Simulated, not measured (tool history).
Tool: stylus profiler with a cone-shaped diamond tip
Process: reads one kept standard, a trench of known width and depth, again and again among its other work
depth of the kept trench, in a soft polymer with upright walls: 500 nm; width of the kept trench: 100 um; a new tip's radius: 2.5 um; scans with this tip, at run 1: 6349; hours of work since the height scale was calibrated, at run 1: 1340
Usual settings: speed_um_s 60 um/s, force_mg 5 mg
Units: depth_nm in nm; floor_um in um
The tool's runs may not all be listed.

run	hour	speed_um_s	force_mg	scans with this tip	hours of work since the height scale was calibrated	depth_nm	floor_um
1	0	60	5	6349	1340	514.6	96.19
2	61.7	60	5	6476	1367	514.49	96.11
3	117	45	5	6590	1391	514.51	96.16
4	151.7	45	5	6662	1407	514.61	96.1
5	223.9	45	5	6811	1438	514.37	96.15
6	260.4	51	5	6886	1454	514.7	96.12
7	307.4	60	11.14	6983	1474	523.52	96.18
8	352.1	17	11.14	7075	1494	523.38	96.19
9	395.1	17	11.14	7164	1513	523.1	96.13
10	436.4	123	5	7250	1531	514.57	95.99
11	494.8	123	5	7370	1556	514.86	95.95
12	534.5	123	5	7452	1573	515.04	95.94
13	607	123	5	7602	1605	514.98	95.99
14	652.3	123	4.64	7695	1625	514.61	95.94
15	719.8	123	4.64	7834	1654	514.64	95.87
16	756.3	123	4.64	7910	1670	514.49	95.87
# hour 768.1: height scale calibrated on a step standard
17	799.1	123	4.64	7997	14	511.05	95.91
18	868.3	60	2.47	8140	44	507.4	95.93
19	908.5	60	2.47	8223	61	507.37	95.92
20	965.1	60	2.47	8340	86	507.68	95.9
21	1035.2	60	2.47	8484	116	507.51	95.92
22	1085.4	60	2.47	8588	138	507.85	95.88
23	1118	60	2.47	8655	152	507.73	95.83
24	1163.5	60	2.47	8749	172	507.38	95.85
25	1214.2	119	5	8854	194	512.21	95.8
26	1248.2	81	3.08	8924	209	508.67	95.78
27	1315.7	50	2.31	9063	239	507.68	95.87
28	1375.1	230	13.45	9186	265	523.63	95.74
29	1427.9	230	13.45	9295	288	523.82	95.71
30	1461.6	230	13.45	9364	302	523.91	95.76
31	1495.2	230	13.45	9434	317	523.87	95.7
32	1563.3	157	7.17	9574	347	515.69	95.77
33	1619.6	157	7.17	9691	371	515.88	95.74
34	1657	157	7.17	9768	387	515.9	95.64
35	1728.2	84	10.42	9915	418	520.4	95.81
36	1800	42	8.31	10063	450	517.52	95.82
37	1852.9	23	9.85	10172	473	519.71	95.8
38	1920.4	39	4.32	10311	502	511.91	95.79
39	1986.9	39	4.32	10449	531	512.08	95.74
40	2033.3	133	5.78	10544	551	514.22	95.59
41	2072.7	133	4.06	10626	568	511.45	95.58
42	2114.3	133	4.06	10712	587	511.44	95.6
43	2160.1	16	5	10806	607	513.07	95.76
44	2232.3	39	4.12	10955	638	511.87	95.78
45	2292	39	2.21	11078	664	508.22	95.73
46	2335.4	39	2.21	11168	683	508.19	95.69

Forecast each of these 4 alternatives for the next run:
A	2395.2	125	2.21	11291	709	?	?
B	2395.2	29	10.79	11291	709	?	?
C	2395.2	50	6	11291	709	?	?
D	2395.2	39	6.71	11291	709	?	?

run	depth_nm	floor_um
A	508.25	95.5
B	521.69	95.73
C	514.82	95.65
D	516.11	95.66
Without the tool's hidden state the same runs would have given:
run	depth_nm	floor_um
A	506.88	96.74
B	520.28	96.97
C	513.43	96.9
D	514.71	96.91

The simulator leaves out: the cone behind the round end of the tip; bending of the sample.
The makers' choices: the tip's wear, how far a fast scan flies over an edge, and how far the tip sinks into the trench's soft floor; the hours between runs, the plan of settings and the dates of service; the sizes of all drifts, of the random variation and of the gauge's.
